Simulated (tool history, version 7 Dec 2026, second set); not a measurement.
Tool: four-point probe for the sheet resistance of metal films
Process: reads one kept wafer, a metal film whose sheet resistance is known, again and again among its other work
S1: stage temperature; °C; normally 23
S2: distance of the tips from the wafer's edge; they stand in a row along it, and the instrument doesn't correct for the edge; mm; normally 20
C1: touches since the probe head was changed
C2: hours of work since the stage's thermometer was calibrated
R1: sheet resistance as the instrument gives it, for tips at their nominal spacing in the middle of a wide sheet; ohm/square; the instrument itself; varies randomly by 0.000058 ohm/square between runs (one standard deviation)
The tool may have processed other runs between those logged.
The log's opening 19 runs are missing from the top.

{"run": 20, "hour": 990.9, "S1": 23, "S2": 8, "C1": 2388, "C2": 1107, "R1": 0.287665}
{"run": 21, "hour": 1022.1, "S1": 30, "S2": 7, "C1": 3696, "C2": 1124, "R1": 0.285833}
{"run": 22, "hour": 1083.1, "S1": 21, "S2": 49, "C1": 6254, "C2": 1156, "R1": 0.287768}
{"run": 23, "hour": 1122.4, "S1": 22, "S2": 41, "C1": 7898, "C2": 1176, "R1": 0.287624}
{"run": 24, "hour": 1154.3, "S1": 26, "S2": 22, "C1": 9237, "C2": 1193, "R1": 0.286419}
{"run": 25, "hour": 1205.4, "S1": 31, "S2": 29, "C1": 11377, "C2": 1220, "R1": 0.285081}
{"run": 26, "hour": 1252.9, "S1": 23, "S2": 39, "C1": 13369, "C2": 1245, "R1": 0.28735}
{"run": 27, "hour": 1321.2, "S1": 23, "S2": 39, "C1": 16231, "C2": 1281, "R1": 0.287458}
{"run": 28, "hour": 1393.0, "S1": 19, "S2": 25, "C1": 19237, "C2": 1318, "R1": 0.288728}
{"run": 29, "hour": 1462.4, "S1": 33, "S2": 5, "C1": 22149, "C2": 1355, "R1": 0.286166}
{"run": 30, "hour": 1510.8, "S1": 33, "S2": 5, "C1": 24174, "C2": 1380, "R1": 0.286325}
{"run": 31, "hour": 1553.6, "S1": 23, "S2": 8, "C1": 25970, "C2": 1403, "R1": 0.288284}
{"run": 32, "hour": 1599.4, "S1": 23, "S2": 8, "C1": 27886, "C2": 1427, "R1": 0.288302}
{"run": 33, "hour": 1639.7, "S1": 23, "S2": 37, "C1": 29575, "C2": 1448, "R1": 0.287846}
{"run": 34, "hour": 1697.6, "S1": 29, "S2": 4, "C1": 32004, "C2": 1479, "R1": 0.288592}

Predict each of these 5 candidate next runs independently; none follows another, all start after run 34:
{"run": "A", "hour": 1751.9, "S1": 31, "S2": 9, "C1": 34278, "C2": 1507, "R1": "?"}
{"run": "B", "hour": 1751.9, "S1": 25, "S2": 61, "C1": 34278, "C2": 1507, "R1": "?"}
{"run": "C", "hour": 1751.9, "S1": 18, "S2": 7, "C1": 34278, "C2": 1507, "R1": "?"}
{"run": "D", "hour": 1751.9, "S1": 29, "S2": 6, "C1": 34278, "C2": 1507, "R1": "?"}
{"run": "E", "hour": 1751.9, "S1": 18, "S2": 7, "C1": 34278, "C2": 1507, "R1": "?"}

run=A R1=0.286057
run=B R1=0.287306
run=C R1=0.290262
run=D R1=0.287233
run=E R1=0.29021
The same runs, with their run-to-run variation unchanged, on a tool lacking any hidden condition would have given:
run=A R1=0.285614
run=B R1=0.286868
run=C R1=0.289828
run=D R1=0.286791
run=E R1=0.289775
